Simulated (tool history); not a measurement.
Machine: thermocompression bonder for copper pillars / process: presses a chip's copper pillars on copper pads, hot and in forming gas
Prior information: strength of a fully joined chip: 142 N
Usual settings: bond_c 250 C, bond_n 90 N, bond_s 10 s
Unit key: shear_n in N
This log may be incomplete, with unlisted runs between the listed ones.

run,hour,bond_c,bond_n,bond_s,shear_n
1,0,250,90,10,74
2,23.5,250,90,10,74.9
3,42.3,250,90,10,73.7
4,62.1,250,90,10,73.3
5,83.2,250,102,10,83
6,104.2,250,90,10,74
7,122.7,250,90,10,74.3
8,143.8,250,90,10,74.6
9,161.2,250,90,10,74.2
10,184.1,250,90,10,74.4
11,199.4,230,90,10,59.4
12,211.2,230,90,10,60
13,222.1,250,71,10,61.7
# hour 234.1: forming gas filter changed
14,246.5,250,71,10,65.1
15,256.7,250,71,10,64

Results for each run, recomputed without the tool's hidden state and with each run's random variation untouched:
Unlogged tool condition in this case: true temperature of the bond over the reading, C; force that reaches the chip, % of what is set; oxide that the forming gas leaves, % of the face; drift of the gauge itself on shear_n, %.
run,shear_n
1,78.9
2,79.8
3,78.6
4,78.2
5,88.4
6,79
7,79.4
8,79.8
9,79.3
10,79.6
11,63.6
12,64.4
13,66.3
14,66.6
15,65.5
